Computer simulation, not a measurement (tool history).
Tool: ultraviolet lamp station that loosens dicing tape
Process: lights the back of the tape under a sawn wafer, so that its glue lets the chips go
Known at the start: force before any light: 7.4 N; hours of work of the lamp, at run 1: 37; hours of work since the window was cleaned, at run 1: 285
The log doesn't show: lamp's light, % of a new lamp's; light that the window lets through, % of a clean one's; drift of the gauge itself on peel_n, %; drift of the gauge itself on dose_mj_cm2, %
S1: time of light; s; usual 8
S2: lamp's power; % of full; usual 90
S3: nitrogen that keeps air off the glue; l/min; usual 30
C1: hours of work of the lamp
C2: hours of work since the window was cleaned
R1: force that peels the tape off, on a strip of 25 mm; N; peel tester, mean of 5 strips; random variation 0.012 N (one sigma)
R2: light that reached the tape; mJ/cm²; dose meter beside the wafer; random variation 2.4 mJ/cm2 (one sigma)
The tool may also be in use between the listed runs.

| run | hour | S1 | S2 | S3 | C1 | C2 | R1 | R2 |
|---|---|---|---|---|---|---|---|---|
| 1 | 0.0 | 8 | 90 | 30 | 37 | 285 | 0.542 | 257 |
| 2 | 25.2 | 8 | 90 | 30 | 48 | 296 | 0.542 | 261 |
| 3 | 41.9 | 8 | 78 | 30 | 56 | 304 | 0.742 | 224 |
| 4 | 64.7 | 8 | 78 | 30 | 66 | 314 | 0.760 | 226 |
| 5 | 91.4 | 8 | 78 | 30 | 78 | 326 | 0.756 | 223 |
| 6 | 113.7 | 8 | 90 | 30 | 88 | 336 | 0.527 | 262 |
| 7 | 125.6 | 8 | 90 | 30 | 94 | 342 | 0.541 | 262 |
| 8 | 151.9 | 8 | 90 | 30 | 106 | 354 | 0.542 | 261 |
| 9 | 174.0 | 8 | 90 | 30 | 116 | 364 | 0.536 | 260 |
| 10 | 197.7 | 8 | 90 | 30 | 126 | 375 | 0.552 | 259 |
| 11 | 219.7 | 8 | 90 | 30 | 136 | 385 | 0.525 | 257 |
| 12 | 230.7 | 8 | 90 | 30 | 141 | 390 | 0.519 | 262 |
| 13 | 246.6 | 8 | 79 | 30 | 149 | 397 | 0.743 | 229 |
| 14 | 259.9 | 8 | 79 | 30 | 155 | 403 | 0.733 | 228 |
| 15 | 276.8 | 8 | 79 | 30 | 162 | 411 | 0.726 | 226 |
| 16 | 291.2 | 8 | 79 | 30 | 169 | 417 | 0.726 | 229 |
| 17 | 317.7 | 8 | 79 | 30 | 181 | 429 | 0.709 | 230 |
| 18 | 337.5 | 8 | 90 | 30 | 190 | 438 | 0.556 | 261 |
| 19 | 354.3 | 8 | 90 | 30 | 198 | 446 | 0.546 | 255 |
| 20 | 378.2 | 8 | 82 | 30 | 208 | 457 | 0.676 | 238 |
| 21 | 400.9 | 8 | 82 | 30 | 219 | 467 | 0.646 | 236 |
| 22 | 419.1 | 8 | 82 | 30 | 227 | 475 | 0.648 | 230 |
| 23 | 432.9 | 11 | 82 | 47 | 233 | 481 | 0.209 | 326 |
| 24 | 454.3 | 7 | 90 | 30 | 243 | 491 | 0.730 | 227 |
| 25 | 479.2 | 7 | 90 | 30 | 254 | 503 | 0.738 | 228 |
| 26 | 493.9 | 7 | 90 | 30 | 261 | 509 | 0.712 | 227 |
| 27 | 519.4 | 7 | 90 | 30 | 273 | 521 | 0.733 | 229 |
| 28 | 537.9 | 15 | 90 | 43 | 281 | 529 | 0.109 | 489 |
| 29 | 559.9 | 15 | 90 | 43 | 291 | 539 | 0.118 | 484 |
| 30 | 577.7 | 5 | 90 | 43 | 299 | 547 | 1.130 | 162 |
| 31 | 597.5 | 8 | 69 | 25 | 308 | 556 | 1.112 | 199 |
| 32 | 623.7 | 14 | 69 | 57 | 320 | 568 | 0.168 | 345 |
| 33 | 639.7 | 14 | 69 | 57 | 327 | 576 | 0.159 | 344 |
| 34 | 666.3 | 7 | 70 | 43 | 339 | 588 | 0.925 | 178 |
|  | 679.9 | window cleaned of glue's vapour |
| 35 | 688.1 | 11 | 90 | 29 | 349 | 4 | 0.255 | 360 |
| 36 | 713.5 | 11 | 90 | 29 | 361 | 15 | 0.244 | 357 |
| 37 | 740.6 | 11 | 90 | 29 | 373 | 28 | 0.268 | 359 |
| 38 | 758.0 | 10 | 90 | 11 | 381 | 36 | 0.852 | 325 |
| 39 | 777.0 | 4 | 88 | 11 | 390 | 44 | 3.045 | 128 |
| 40 | 794.2 | 5 | 88 | 11 | 397 | 52 | 2.462 | 156 |
| 41 | 816.0 | 5 | 64 | 11 | 407 | 62 | 3.305 | 113 |
| 42 | 840.2 | 13 | 90 | 10 | 418 | 73 | 0.528 | 419 |
| 43 | 854.8 | 13 | 62 | 34 | 425 | 80 | 0.355 | 291 |

4 ways to go on from here, each from the tool as it stands after run 43. What would each give?
| A | 869.3 | 4 | 77 | 24 | 432 | 86 | ? | ? |
| B | 869.3 | 8 | 93 | 13 | 432 | 86 | ? | ? |
| C | 869.3 | 6 | 74 | 14 | 432 | 86 | ? | ? |
| D | 869.3 | 8 | 90 | 15 | 432 | 86 | ? | ? |

| run | R1 | R2 |
|---|---|---|
| A | 2.575 | 110 |
| B | 1.066 | 270 |
| C | 2.214 | 159 |
| D | 0.980 | 259 |
Without the tool's hidden state the same runs would have given:
| run | R1 | R2 |
|---|---|---|
| A | 2.571 | 111 |
| B | 1.064 | 271 |
| C | 2.210 | 159 |
| D | 0.978 | 259 |

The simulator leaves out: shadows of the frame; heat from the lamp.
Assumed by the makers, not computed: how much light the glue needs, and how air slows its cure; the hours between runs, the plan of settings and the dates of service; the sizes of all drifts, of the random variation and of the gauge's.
